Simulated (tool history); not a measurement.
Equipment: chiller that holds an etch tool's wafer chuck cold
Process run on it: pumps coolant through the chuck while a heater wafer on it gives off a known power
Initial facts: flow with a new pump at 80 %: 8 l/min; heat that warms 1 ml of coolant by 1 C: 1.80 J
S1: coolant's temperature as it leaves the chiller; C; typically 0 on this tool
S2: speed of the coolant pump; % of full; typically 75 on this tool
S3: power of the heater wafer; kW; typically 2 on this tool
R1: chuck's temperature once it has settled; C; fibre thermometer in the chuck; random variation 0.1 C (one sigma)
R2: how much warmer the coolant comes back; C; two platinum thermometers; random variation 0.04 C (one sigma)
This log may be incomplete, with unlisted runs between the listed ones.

Run 1, hour 0: usual settings. Result: R1 17.4 C, R2 8.92 C.
Run 2, hour 23.5: usual settings. Result: R1 17.5 C, R2 8.96 C.
Run 3, hour 68.5: usual settings. Result: R1 17.6 C, R2 8.94 C.
Run 4, hour 107: usual settings but S1 8 C. Result: R1 25.6 C, R2 8.91 C.
Run 5, hour 149.1: usual settings but S2 65 % of full. Result: R1 19.7 C, R2 10.33 C.
Run 6, hour 182.5: usual settings but S2 65 % of full. Result: R1 19.4 C, R2 10.32 C.
Run 7, hour 222.6: usual settings. Result: R1 17.7 C, R2 8.89 C.
Run 8, hour 245.9: usual settings. Result: R1 17.6 C, R2 9 C.
Run 9, hour 274.3: usual settings but S2 79 % of full. Result: R1 16.7 C, R2 8.51 C.
Run 10, hour 315.9: usual settings but S2 96 % of full. Result: R1 14.4 C, R2 7 C.
Run 11, hour 358.5: usual settings but S2 96 % of full. Result: R1 14.5 C, R2 7.07 C.
Run 12, hour 384.7: usual settings but S2 96 % of full, S3 1.83 kW. Result: R1 13.2 C, R2 6.42 C.
Run 13, hour 419.8: usual settings but S1 1 C, S2 84 % of full, S3 2.653 kW. Result: R1 22.1 C, R2 10.72 C.
Run 14, hour 439.9: usual settings but S1 1 C, S3 1.732 kW. Result: R1 16.2 C, R2 7.67 C.
Run 15, hour 475.7: usual settings but S1 10 C, S2 84 % of full, S3 2.549 kW. Result: R1 30.4 C, R2 10.16 C.

Estimate the outcome of run 16 from the log above:
Run 16, hour 514.5: usual settings but S1 5 C, S2 74 % of full, S3 2.356 kW. Result: R1 ?, R2 ?.

{"run 16": {"R1": 26.1, "R2": 10.65}}
Without the tool's hidden state the same run would have given R1 26 C, R2 10.55 C.
